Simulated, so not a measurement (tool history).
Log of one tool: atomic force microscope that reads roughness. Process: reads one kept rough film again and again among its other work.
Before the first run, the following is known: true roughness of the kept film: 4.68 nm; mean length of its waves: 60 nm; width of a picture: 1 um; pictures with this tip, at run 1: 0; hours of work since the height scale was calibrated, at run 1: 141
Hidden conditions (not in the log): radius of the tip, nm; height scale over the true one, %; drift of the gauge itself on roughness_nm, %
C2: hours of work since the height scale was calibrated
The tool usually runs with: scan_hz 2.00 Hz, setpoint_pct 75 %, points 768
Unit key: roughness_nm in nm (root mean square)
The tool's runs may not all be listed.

run 1 hour=0.0 | scan_hz=2.00 setpoint_pct=75 points=768 | pictures_with_this_tip=0 C2=141 | roughness_nm=4.014
run 2 hour=13.4 | scan_hz=2.00 setpoint_pct=58 points=768 | pictures_with_this_tip=19 C2=147 | roughness_nm=4.263
run 3 hour=22.0 | scan_hz=2.00 setpoint_pct=63 points=768 | pictures_with_this_tip=32 C2=152 | roughness_nm=4.131
run 4 hour=32.0 | scan_hz=2.00 setpoint_pct=63 points=768 | pictures_with_this_tip=47 C2=157 | roughness_nm=4.089
run 5 hour=41.5 | scan_hz=2.00 setpoint_pct=63 points=768 | pictures_with_this_tip=61 C2=161 | roughness_nm=4.048
run 6 hour=51.6 | scan_hz=2.00 setpoint_pct=75 points=366 | pictures_with_this_tip=75 C2=166 | roughness_nm=3.778
run 7 hour=59.5 | scan_hz=2.00 setpoint_pct=75 points=366 | pictures_with_this_tip=87 C2=170 | roughness_nm=3.799
run 8 hour=66.8 | scan_hz=2.95 setpoint_pct=75 points=366 | pictures_with_this_tip=98 C2=174 | roughness_nm=3.597
run 9 hour=74.9 | scan_hz=2.95 setpoint_pct=75 points=366 | pictures_with_this_tip=110 C2=178 | roughness_nm=3.550
run 10 hour=88.3 | scan_hz=2.00 setpoint_pct=75 points=768 | pictures_with_this_tip=129 C2=185 | roughness_nm=3.667
-- hour=89.8 new tip fitted
run 11 hour=103.4 | scan_hz=2.00 setpoint_pct=75 points=768 | pictures_with_this_tip=20 C2=192 | roughness_nm=3.997
run 12 hour=119.1 | scan_hz=2.00 setpoint_pct=90 points=768 | pictures_with_this_tip=43 C2=200 | roughness_nm=3.501
run 13 hour=133.0 | scan_hz=2.00 setpoint_pct=71 points=768 | pictures_with_this_tip=63 C2=207 | roughness_nm=3.919
run 14 hour=148.1 | scan_hz=2.00 setpoint_pct=71 points=768 | pictures_with_this_tip=85 C2=214 | roughness_nm=3.878
run 15 hour=156.2 | scan_hz=2.00 setpoint_pct=71 points=768 | pictures_with_this_tip=97 C2=218 | roughness_nm=3.841
run 16 hour=165.0 | scan_hz=2.00 setpoint_pct=75 points=888 | pictures_with_this_tip=110 C2=223 | roughness_nm=3.722
-- hour=180.3 new tip fitted
run 17 hour=181.2 | scan_hz=2.00 setpoint_pct=75 points=768 | pictures_with_this_tip=1 C2=230 | roughness_nm=4.075
run 18 hour=193.4 | scan_hz=2.00 setpoint_pct=75 points=768 | pictures_with_this_tip=19 C2=237 | roughness_nm=3.991
run 19 hour=201.5 | scan_hz=2.00 setpoint_pct=75 points=768 | pictures_with_this_tip=31 C2=241 | roughness_nm=3.928
run 20 hour=214.2 | scan_hz=2.00 setpoint_pct=75 points=768 | pictures_with_this_tip=49 C2=247 | roughness_nm=3.860
run 21 hour=224.1 | scan_hz=0.69 setpoint_pct=75 points=536 | pictures_with_this_tip=64 C2=252 | roughness_nm=4.124
run 22 hour=240.5 | scan_hz=0.69 setpoint_pct=75 points=536 | pictures_with_this_tip=88 C2=260 | roughness_nm=4.030
run 23 hour=249.7 | scan_hz=1.64 setpoint_pct=75 points=688 | pictures_with_this_tip=101 C2=265 | roughness_nm=3.827
run 24 hour=263.9 | scan_hz=1.64 setpoint_pct=75 points=688 | pictures_with_this_tip=122 C2=272 | roughness_nm=3.745
-- hour=270.5 new tip fitted
run 25 hour=280.8 | scan_hz=0.73 setpoint_pct=58 points=441 | pictures_with_this_tip=15 C2=280 | roughness_nm=4.383
run 26 hour=293.7 | scan_hz=1.28 setpoint_pct=83 points=399 | pictures_with_this_tip=34 C2=286 | roughness_nm=3.940
run 27 hour=303.7 | scan_hz=2.91 setpoint_pct=55 points=695 | pictures_with_this_tip=49 C2=291 | roughness_nm=4.152
run 28 hour=316.1 | scan_hz=1.95 setpoint_pct=61 points=768 | pictures_with_this_tip=67 C2=297 | roughness_nm=4.062
run 29 hour=327.9 | scan_hz=1.95 setpoint_pct=61 points=768 | pictures_with_this_tip=84 C2=303 | roughness_nm=4.023
run 30 hour=337.5 | scan_hz=1.95 setpoint_pct=68 points=595 | pictures_with_this_tip=99 C2=308 | roughness_nm=3.881
run 31 hour=345.9 | scan_hz=1.95 setpoint_pct=68 points=595 | pictures_with_this_tip=111 C2=312 | roughness_nm=3.832
-- hour=360.4 new tip fitted
run 32 hour=360.4 | scan_hz=0.83 setpoint_pct=90 points=472 | pictures_with_this_tip=0 C2=319 | roughness_nm=4.085
run 33 hour=367.7 | scan_hz=0.69 setpoint_pct=75 points=768 | pictures_with_this_tip=11 C2=323 | roughness_nm=4.303
run 34 hour=375.9 | scan_hz=0.69 setpoint_pct=75 points=768 | pictures_with_this_tip=23 C2=327 | roughness_nm=4.277
run 35 hour=384.8 | scan_hz=0.93 setpoint_pct=55 points=630 | pictures_with_this_tip=36 C2=331 | roughness_nm=4.320
run 36 hour=395.8 | scan_hz=0.93 setpoint_pct=55 points=630 | pictures_with_this_tip=52 C2=337 | roughness_nm=4.255
run 37 hour=403.0 | scan_hz=2.70 setpoint_pct=81 points=359 | pictures_with_this_tip=63 C2=340 | roughness_nm=3.524
run 38 hour=411.8 | scan_hz=2.37 setpoint_pct=60 points=768 | pictures_with_this_tip=76 C2=345 | roughness_nm=4.014
run 39 hour=423.6 | scan_hz=2.15 setpoint_pct=68 points=768 | pictures_with_this_tip=93 C2=351 | roughness_nm=3.884
run 40 hour=434.7 | scan_hz=3.60 setpoint_pct=68 points=768 | pictures_with_this_tip=109 C2=356 | roughness_nm=3.630

5 options for the next run, each taken on its own from the tool as it stands now. Forecast them:
run A hour=445.9 | scan_hz=0.64 setpoint_pct=68 points=768 | pictures_with_this_tip=126 C2=362 | roughness_nm=?
run B hour=445.9 | scan_hz=0.88 setpoint_pct=68 points=768 | pictures_with_this_tip=126 C2=362 | roughness_nm=?
run C hour=445.9 | scan_hz=0.69 setpoint_pct=59 points=427 | pictures_with_this_tip=126 C2=362 | roughness_nm=?
run D hour=445.9 | scan_hz=3.61 setpoint_pct=69 points=457 | pictures_with_this_tip=126 C2=362 | roughness_nm=?
run E hour=445.9 | scan_hz=3.60 setpoint_pct=68 points=642 | pictures_with_this_tip=126 C2=362 | roughness_nm=?

run=A roughness_nm=4.024
run=B roughness_nm=3.939
run=C roughness_nm=4.036
run=D roughness_nm=3.568
run=E roughness_nm=3.592
Without the tool's hidden state the same runs would have given:
run=A roughness_nm=4.438
run=B roughness_nm=4.343
run=C roughness_nm=4.451
run=D roughness_nm=3.934
run=E roughness_nm=3.961

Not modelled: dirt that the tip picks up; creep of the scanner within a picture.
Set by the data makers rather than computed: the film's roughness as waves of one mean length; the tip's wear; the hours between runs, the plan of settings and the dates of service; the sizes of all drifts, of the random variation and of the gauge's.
